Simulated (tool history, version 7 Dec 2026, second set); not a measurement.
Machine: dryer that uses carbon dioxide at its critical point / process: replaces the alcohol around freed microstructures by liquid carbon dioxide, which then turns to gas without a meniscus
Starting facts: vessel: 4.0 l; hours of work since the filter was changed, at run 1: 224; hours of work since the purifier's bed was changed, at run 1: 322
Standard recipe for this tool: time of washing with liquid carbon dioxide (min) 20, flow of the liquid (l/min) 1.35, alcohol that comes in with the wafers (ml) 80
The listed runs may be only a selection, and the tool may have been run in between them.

run	hour	time of washing with liquid carbon dioxide (min)	flow of the liquid (l/min)	alcohol that comes in with the wafers (ml)	hours of work since the filter was changed	hours of work since the purifier's bed was changed	alcohol left in the vessel before it's heated (ppm by volume)
1	0.0	20	1.35	80	224	322	172
2	47.3	20	1.35	80	241	338	174
3	78.4	20	1.35	100	251	349	208
4	142.5	20	1.35	100	273	371	221
5	201.8	20	1.35	100	293	391	231
6	263.1	20	1.35	100	314	412	246
7	308.8	20	1.35	100	330	428	256
8	371.3	20	1.35	80	351	449	239
9	411.1	20	1.35	80	365	463	240
10	441.0	20	1.35	80	375	473	249
# hour 453.5: inlet filter changed
11	496.0	20	1.35	80	15	491	149
12	563.8	20	1.49	80	38	514	136
# hour 595.1: purifier's bed changed
13	612.8	20	1.35	85	53	6	78
14	679.4	20	1.35	85	76	29	77
15	732.5	20	1.35	85	94	47	96
16	781.8	28	1.35	80	111	64	14
17	843.8	28	1.35	80	132	85	20
18	907.4	13	1.35	80	154	107	610
19	941.7	13	1.35	80	166	118	627
20	1014.3	13	1.35	80	190	143	646
21	1080.0	13	1.35	80	213	166	680
22	1141.4	13	1.35	80	234	187	708
23	1196.8	13	1.35	80	253	205	760
24	1264.2	13	1.35	80	276	228	792
25	1315.9	13	1.35	80	293	246	788
26	1346.5	20	1.35	39	304	257	114
27	1413.4	20	1.35	39	327	279	115
28	1457.7	16	1.35	91	342	295	489
29	1489.6	16	0.90	92	353	305	1880
30	1524.8	16	0.90	92	365	317	1939
# hour 1567.1: inlet filter changed
31	1587.6	16	1.00	101	7	339	894
32	1620.2	16	1.38	45	18	350	172
33	1671.9	16	1.38	45	36	367	164
34	1741.2	16	1.38	45	59	391	178
35	1799.7	16	1.38	45	79	411	183
36	1843.3	16	1.38	45	94	426	189
37	1903.1	22	1.28	79	115	446	142
38	1932.8	20	0.87	31	125	456	318
39	1975.7	20	0.87	31	139	471	347
40	2038.1	20	1.35	40	161	492	128
41	2072.4	13	1.35	40	172	504	389
42	2109.5	13	1.35	40	185	517	409
# hour 2130.3: purifier's bed changed
43	2183.1	13	1.35	40	209	18	341
44	2214.6	13	1.30	40	220	29	394
45	2262.6	20	2.27	116	236	45	23
46	2308.8	23	1.35	33	252	61	34

Take each entry between the runs: how does the hidden state at the last listed run before it differ from the hidden state at the first listed run after it?
After run 10, before run 11: inlet filter changed (hour 453.5)
  flow that reaches the vessel past the clogged filter, %: 82 -> 99.2; alcohol in the recycled carbon dioxide, ppm: 84.6 -> 87.6
  measured minus no-state result, alcohol left in the vessel before it's heated (ppm by volume): +185 -> +86
After run 12, before run 13: purifier's bed changed (hour 595.1)
  flow that reaches the vessel past the clogged filter, %: 98.1 -> 97.3; alcohol in the recycled carbon dioxide, ppm: 91.5 -> 6.7
  measured minus no-state result, alcohol left in the vessel before it's heated (ppm by volume): +91 -> +12
After run 30, before run 31: inlet filter changed (hour 1567.1)
  flow that reaches the vessel past the clogged filter, %: 82.6 -> 99.1; alcohol in the recycled carbon dioxide, ppm: 58 -> 61.3
  measured minus no-state result, alcohol left in the vessel before it's heated (ppm by volume): +830 -> +81
After run 42, before run 43: purifier's bed changed (hour 2130.3)
  flow that reaches the vessel past the clogged filter, %: 90.7 -> 89.5; alcohol in the recycled carbon dioxide, ppm: 90.4 -> 8.8
  measured minus no-state result, alcohol left in the vessel before it's heated (ppm by volume): +182 -> +113
